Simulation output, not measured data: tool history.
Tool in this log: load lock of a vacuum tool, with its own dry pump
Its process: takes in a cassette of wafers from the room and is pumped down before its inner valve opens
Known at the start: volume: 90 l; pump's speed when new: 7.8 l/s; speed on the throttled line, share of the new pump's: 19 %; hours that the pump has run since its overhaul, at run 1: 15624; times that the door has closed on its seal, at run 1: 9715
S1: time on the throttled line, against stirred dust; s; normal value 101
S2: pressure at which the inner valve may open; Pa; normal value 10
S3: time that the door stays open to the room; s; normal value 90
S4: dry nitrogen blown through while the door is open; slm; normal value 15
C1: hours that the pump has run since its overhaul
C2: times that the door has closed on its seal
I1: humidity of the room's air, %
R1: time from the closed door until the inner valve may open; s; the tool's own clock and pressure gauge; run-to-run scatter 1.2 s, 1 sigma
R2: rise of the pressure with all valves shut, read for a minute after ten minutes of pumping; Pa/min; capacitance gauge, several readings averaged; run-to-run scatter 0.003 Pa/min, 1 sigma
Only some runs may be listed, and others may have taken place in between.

{"run": 1, "day": 0.0, "S1": 101, "S2": 10, "S3": 90, "S4": 15, "C1": 15624, "C2": 9715, "I1": 41.8, "R1": 213.2, "R2": 0.086}
{"run": 2, "day": 12.583, "S1": 101, "S2": 10, "S3": 90, "S4": 15, "C1": 15926, "C2": 11034, "I1": 43.9, "R1": 208.7, "R2": 0.098}
{"run": 3, "day": 33.279, "S1": 101, "S2": 10, "S3": 90, "S4": 15, "C1": 16422, "C2": 13205, "I1": 43.8, "R1": 212.9, "R2": 0.113}
{"run": 4, "day": 56.962, "S1": 101, "S2": 10, "S3": 90, "S4": 15, "C1": 16991, "C2": 15688, "I1": 42.8, "R1": 210.6, "R2": 0.132}
{"run": 5, "day": 78.488, "S1": 101, "S2": 10, "S3": 90, "S4": 15, "C1": 17507, "C2": 17945, "I1": 46.4, "R1": 214.9, "R2": 0.163}
{"run": 6, "day": 92.675, "S1": 101, "S2": 10, "S3": 90, "S4": 15, "C1": 17848, "C2": 19433, "I1": 46.3, "R1": 214.1, "R2": 0.174}
{"run": 7, "day": 106.812, "S1": 101, "S2": 10, "S3": 90, "S4": 15, "C1": 18187, "C2": 20916, "I1": 46.9, "R1": 216.1, "R2": 0.184}
{"day": 120.758, "done": "door's seal changed, seat wiped"}
{"run": 8, "day": 125.6, "S1": 101, "S2": 10, "S3": 90, "S4": 15, "C1": 18636, "C2": 509, "I1": 42.8, "R1": 216.5, "R2": 0.036}
{"run": 9, "day": 141.171, "S1": 101, "S2": 10, "S3": 50, "S4": 15, "C1": 19010, "C2": 2141, "I1": 45.9, "R1": 213.9, "R2": 0.041}
{"run": 10, "day": 157.529, "S1": 101, "S2": 10, "S3": 50, "S4": 15, "C1": 19403, "C2": 3857, "I1": 44.9, "R1": 216.7, "R2": 0.049}
{"day": 171.142, "done": "dry pump taken out, an overhauled one fitted"}
{"run": 11, "day": 178.825, "S1": 101, "S2": 10, "S3": 62, "S4": 15, "C1": 184, "C2": 6063, "I1": 43.2, "R1": 188.3, "R2": 0.055}
{"run": 12, "day": 198.475, "S1": 101, "S2": 10, "S3": 62, "S4": 15, "C1": 656, "C2": 8124, "I1": 44.0, "R1": 188.7, "R2": 0.063}
{"run": 13, "day": 221.475, "S1": 101, "S2": 10, "S3": 90, "S4": 15, "C1": 1208, "C2": 10536, "I1": 46.0, "R1": 189.6, "R2": 0.087}
{"run": 14, "day": 242.004, "S1": 101, "S2": 10, "S3": 90, "S4": 15, "C1": 1701, "C2": 12689, "I1": 46.2, "R1": 189.6, "R2": 0.102}
{"run": 15, "day": 260.208, "S1": 101, "S2": 10, "S3": 90, "S4": 41, "C1": 2138, "C2": 14598, "I1": 43.3, "R1": 192.3, "R2": 0.109}
{"run": 16, "day": 273.412, "S1": 101, "S2": 10, "S3": 90, "S4": 41, "C1": 2455, "C2": 15983, "I1": 46.8, "R1": 190.1, "R2": 0.116}
{"run": 17, "day": 288.988, "S1": 101, "S2": 17, "S3": 90, "S4": 15, "C1": 2828, "C2": 17616, "I1": 44.8, "R1": 185.3, "R2": 0.146}
{"run": 18, "day": 304.362, "S1": 101, "S2": 10, "S3": 90, "S4": 15, "C1": 3197, "C2": 19228, "I1": 41.3, "R1": 191.4, "R2": 0.164}
{"run": 19, "day": 319.438, "S1": 101, "S2": 10, "S3": 90, "S4": 15, "C1": 3559, "C2": 20809, "I1": 46.7, "R1": 192.3, "R2": 0.186}
{"run": 20, "day": 333.038, "S1": 80, "S2": 10, "S3": 36, "S4": 8, "C1": 3886, "C2": 22235, "I1": 42.8, "R1": 175.2, "R2": 0.195}
{"day": 334.308, "done": "door's seal changed, seat wiped"}
{"run": 21, "day": 349.267, "S1": 80, "S2": 10, "S3": 36, "S4": 8, "C1": 4273, "C2": 1568, "I1": 45.4, "R1": 177.3, "R2": 0.043}
{"run": 22, "day": 369.171, "S1": 127, "S2": 16, "S3": 72, "S4": 14, "C1": 4751, "C2": 3656, "I1": 46.1, "R1": 204.4, "R2": 0.05}
{"run": 23, "day": 386.158, "S1": 165, "S2": 10, "S3": 36, "S4": 15, "C1": 5159, "C2": 5437, "I1": 44.7, "R1": 244.8, "R2": 0.046}
{"run": 24, "day": 410.092, "S1": 165, "S2": 15, "S3": 36, "S4": 10, "C1": 5733, "C2": 7947, "I1": 45.9, "R1": 240.4, "R2": 0.069}
{"run": 25, "day": 425.4, "S1": 101, "S2": 10, "S3": 80, "S4": 28, "C1": 6101, "C2": 9552, "I1": 46.8, "R1": 194.1, "R2": 0.077}
{"run": 26, "day": 447.554, "S1": 53, "S2": 8, "S3": 80, "S4": 26, "C1": 6632, "C2": 11875, "I1": 44.6, "R1": 159.6, "R2": 0.088}
{"run": 27, "day": 467.471, "S1": 101, "S2": 10, "S3": 90, "S4": 6, "C1": 7110, "C2": 13964, "I1": 52.5, "R1": 195.1, "R2": 0.132}
{"run": 28, "day": 487.496, "S1": 63, "S2": 18, "S3": 95, "S4": 26, "C1": 7591, "C2": 16064, "I1": 45.7, "R1": 158.3, "R2": 0.137}
{"run": 29, "day": 506.25, "S1": 101, "S2": 17, "S3": 90, "S4": 15, "C1": 8041, "C2": 18030, "I1": 46.6, "R1": 191.1, "R2": 0.156}
{"run": 30, "day": 529.083, "S1": 101, "S2": 18, "S3": 90, "S4": 15, "C1": 8589, "C2": 20425, "I1": 44.1, "R1": 190.5, "R2": 0.18}
{"run": 31, "day": 540.921, "S1": 101, "S2": 18, "S3": 90, "S4": 15, "C1": 8873, "C2": 21666, "I1": 43.6, "R1": 190.3, "R2": 0.202}
{"day": 547.996, "done": "door's seal changed, seat wiped"}
{"run": 32, "day": 554.517, "S1": 101, "S2": 13, "S3": 90, "S4": 10, "C1": 9198, "C2": 683, "I1": 41.2, "R1": 194.9, "R2": 0.046}
{"run": 33, "day": 570.833, "S1": 89, "S2": 9, "S3": 26, "S4": 13, "C1": 9590, "C2": 2395, "I1": 46.8, "R1": 189.5, "R2": 0.036}
{"run": 34, "day": 585.408, "S1": 89, "S2": 9, "S3": 54, "S4": 39, "C1": 9939, "C2": 3923, "I1": 43.1, "R1": 192.9, "R2": 0.028}
{"run": 35, "day": 599.096, "S1": 103, "S2": 10, "S3": 93, "S4": 41, "C1": 10268, "C2": 5358, "I1": 45.3, "R1": 203.3, "R2": 0.048}
{"run": 36, "day": 611.125, "S1": 72, "S2": 18, "S3": 90, "S4": 15, "C1": 10557, "C2": 6620, "I1": 41.6, "R1": 167.6, "R2": 0.061}
{"run": 37, "day": 635.012, "S1": 51, "S2": 18, "S3": 64, "S4": 15, "C1": 11130, "C2": 9125, "I1": 43.7, "R1": 153.1, "R2": 0.079}
{"run": 38, "day": 655.542, "S1": 51, "S2": 18, "S3": 64, "S4": 15, "C1": 11623, "C2": 11278, "I1": 44.6, "R1": 154.0, "R2": 0.088}

Subtracting, for every run, the result it would have given without the tool's unlogged condition from the measured result gives the following. The same run-to-run variation enters both numbers; the gauge's scatter may not:
The hidden state here: pump's speed, % of a new pump's; leak at the door's seal, Pa l/s; drift of the gauge itself on ready_s, %; drift of the gauge itself on rise_pa_min, %.
run=1 R1=+21.9 R2=+0.049
run=2 R1=+21.9 R2=+0.058
run=3 R1=+23.1 R2=+0.074
run=4 R1=+23.7 R2=+0.093
run=5 R1=+24.9 R2=+0.118
run=6 R1=+25.3 R2=+0.130
run=7 R1=+26.1 R2=+0.144
run=8 R1=+26.8 R2=+0.002
run=9 R1=+27.1 R2=+0.005
run=10 R1=+28.1 R2=+0.011
run=11 R1=-0.4 R2=+0.021
run=12 R1=+0.1 R2=+0.032
run=13 R1=+0.8 R2=+0.046
run=14 R1=+1.3 R2=+0.062
run=15 R1=+1.7 R2=+0.079
run=16 R1=+2.1 R2=+0.091
run=17 R1=+2.4 R2=+0.108
run=18 R1=+2.9 R2=+0.125
run=19 R1=+3.3 R2=+0.145
run=20 R1=+4.0 R2=+0.164
run=21 R1=+4.6 R2=+0.004
run=22 R1=+4.0 R2=+0.011
run=23 R1=+4.4 R2=+0.019
run=24 R1=+4.6 R2=+0.034
run=25 R1=+6.1 R2=+0.044
run=26 R1=+7.9 R2=+0.062
run=27 R1=+7.3 R2=+0.079
run=28 R1=+7.9 R2=+0.101
run=29 R1=+8.0 R2=+0.124
run=30 R1=+8.5 R2=+0.149
run=31 R1=+8.8 R2=+0.167
run=32 R1=+9.6 R2=+0.001
run=33 R1=+10.8 R2=+0.006
run=34 R1=+11.7 R2=+0.011
run=35 R1=+11.7 R2=+0.017
run=36 R1=+11.4 R2=+0.023
run=37 R1=+12.8 R2=+0.039
run=38 R1=+13.6 R2=+0.053
